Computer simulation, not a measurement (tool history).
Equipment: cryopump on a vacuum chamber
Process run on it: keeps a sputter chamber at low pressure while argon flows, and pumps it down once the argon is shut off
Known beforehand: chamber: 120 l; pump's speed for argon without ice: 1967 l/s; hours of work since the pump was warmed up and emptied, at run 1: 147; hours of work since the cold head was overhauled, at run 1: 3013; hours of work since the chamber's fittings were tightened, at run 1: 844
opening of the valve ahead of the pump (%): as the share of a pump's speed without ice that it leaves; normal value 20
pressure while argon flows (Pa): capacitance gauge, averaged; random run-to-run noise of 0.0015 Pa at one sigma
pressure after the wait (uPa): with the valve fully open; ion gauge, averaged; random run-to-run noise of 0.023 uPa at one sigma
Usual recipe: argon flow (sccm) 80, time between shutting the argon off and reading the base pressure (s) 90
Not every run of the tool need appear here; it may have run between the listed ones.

| run | day | argon flow (sccm) | time between shutting the argon off and reading the base pressure (s) | opening of the valve ahead of the pump (%) | hours of work since the pump was warmed up and emptied | hours of work since the cold head was overhauled | hours of work since the chamber's fittings were tightened | pressure while argon flows (Pa) | pressure after the wait (uPa) |
|---|---|---|---|---|---|---|---|---|---|
| 1 | 0.000 | 80 | 90 | 20 | 147 | 3013 | 844 | 0.3507 | 1.74 |
| 2 | 5.062 | 80 | 90 | 20 | 233 | 3100 | 930 | 0.3517 | 1.92 |
| 3 | 9.821 | 80 | 90 | 20 | 314 | 3181 | 1011 | 0.3483 | 2.00 |
| 4 | 12.983 | 80 | 90 | 20 | 368 | 3234 | 1065 | 0.3536 | 2.14 |
| 5 | 16.388 | 80 | 90 | 20 | 426 | 3292 | 1123 | 0.3605 | 2.15 |
|  | 20.429 | pump warmed up, emptied and cooled again |
| 6 | 21.754 | 80 | 24 | 20 | 23 | 3380 | 1211 | 0.3469 | 3.88 |
| 7 | 24.396 | 80 | 24 | 20 | 68 | 3425 | 1256 | 0.3448 | 3.86 |
| 8 | 28.242 | 80 | 90 | 20 | 133 | 3491 | 1321 | 0.3502 | 2.36 |
| 9 | 31.142 | 80 | 90 | 20 | 182 | 3540 | 1370 | 0.3489 | 2.34 |
| 10 | 33.971 | 80 | 43 | 20 | 231 | 3588 | 1419 | 0.3536 | 3.09 |
| 11 | 37.971 | 80 | 43 | 20 | 299 | 3656 | 1487 | 0.3519 | 3.30 |
| 12 | 42.125 | 38 | 90 | 20 | 370 | 3727 | 1557 | 0.1684 | 2.67 |
|  | 43.671 | leaking fittings of the chamber tightened, without venting |
| 13 | 47.162 | 117 | 142 | 38 | 454 | 3812 | 59 | 0.2824 | 0.71 |
|  | 49.558 | pump warmed up, emptied and cooled again |
| 14 | 50.138 | 35 | 154 | 22 | 10 | 3859 | 107 | 0.1375 | 0.73 |
| 15 | 53.225 | 80 | 90 | 35 | 62 | 3911 | 159 | 0.1996 | 1.01 |
| 16 | 57.800 | 80 | 90 | 35 | 140 | 3989 | 237 | 0.2015 | 1.11 |
| 17 | 62.425 | 80 | 272 | 17 | 219 | 4068 | 316 | 0.4099 | 0.80 |
| 18 | 65.533 | 99 | 290 | 15 | 272 | 4121 | 369 | 0.5786 | 0.86 |
| 19 | 68.108 | 99 | 290 | 15 | 316 | 4165 | 413 | 0.5774 | 0.93 |
| 20 | 71.021 | 88 | 30 | 40 | 366 | 4214 | 462 | 0.1994 | 2.66 |
| 21 | 74.208 | 80 | 163 | 15 | 420 | 4269 | 517 | 0.4706 | 1.22 |
| 22 | 77.500 | 110 | 76 | 42 | 476 | 4325 | 573 | 0.2435 | 1.71 |

Below are 3 alternative next runs, each starting from the tool's condition after run 22. Predict each:
|  | 78.496 | pump warmed up, emptied and cooled again |
| A | 80.196 | 93 | 45 | 16 | 29 | 4367 | 615 | ? | ? |
|  | 78.496 | pump warmed up, emptied and cooled again |
| B | 80.196 | 160 | 109 | 47 | 29 | 4367 | 615 | ? | ? |
|  | 78.496 | pump warmed up, emptied and cooled again |
| C | 80.196 | 109 | 179 | 20 | 29 | 4367 | 615 | ? | ? |

| run | pressure while argon flows (Pa) | pressure after the wait (uPa) |
|---|---|---|
| A | 0.4997 | 2.11 |
| B | 0.2984 | 1.36 |
| C | 0.4727 | 1.17 |
Had the tool no hidden state, the same runs would have come out as:
| run | pressure while argon flows (Pa) | pressure after the wait (uPa) |
|---|---|---|
| A | 0.4965 | 1.39 |
| B | 0.2929 | 0.66 |
| C | 0.4690 | 0.45 |
